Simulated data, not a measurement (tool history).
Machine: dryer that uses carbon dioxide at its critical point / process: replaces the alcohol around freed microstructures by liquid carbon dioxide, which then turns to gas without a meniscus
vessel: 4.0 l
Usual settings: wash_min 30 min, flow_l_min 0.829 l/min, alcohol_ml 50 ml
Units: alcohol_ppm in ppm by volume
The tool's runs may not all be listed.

Run 1, hour 0: usual settings. Result: alcohol_ppm 254 ppm by volume.
Run 2, hour 28.2: usual settings. Result: alcohol_ppm 273 ppm by volume.
Run 3, hour 57.1: usual settings. Result: alcohol_ppm 271 ppm by volume.
Run 4, hour 81.1: usual settings. Result: alcohol_ppm 282 ppm by volume.
Run 5, hour 119.1: usual settings. Result: alcohol_ppm 301 ppm by volume.
Run 6, hour 150.1: usual settings. Result: alcohol_ppm 314 ppm by volume.
At hour 181.5: inlet filter changed.
Run 7, hour 191.9: usual settings but flow_l_min 1.003 l/min. Result: alcohol_ppm 237 ppm by volume.

For run 8, what comes out?
Run 8, hour 227.3: usual settings but flow_l_min 1.003 l/min. Result: alcohol_ppm ?.

alcohol_ppm: 238 ppm by volume
Were there no unlogged condition in the tool, this run, its random variation unchanged, would have produced alcohol_ppm 28 ppm by volume.

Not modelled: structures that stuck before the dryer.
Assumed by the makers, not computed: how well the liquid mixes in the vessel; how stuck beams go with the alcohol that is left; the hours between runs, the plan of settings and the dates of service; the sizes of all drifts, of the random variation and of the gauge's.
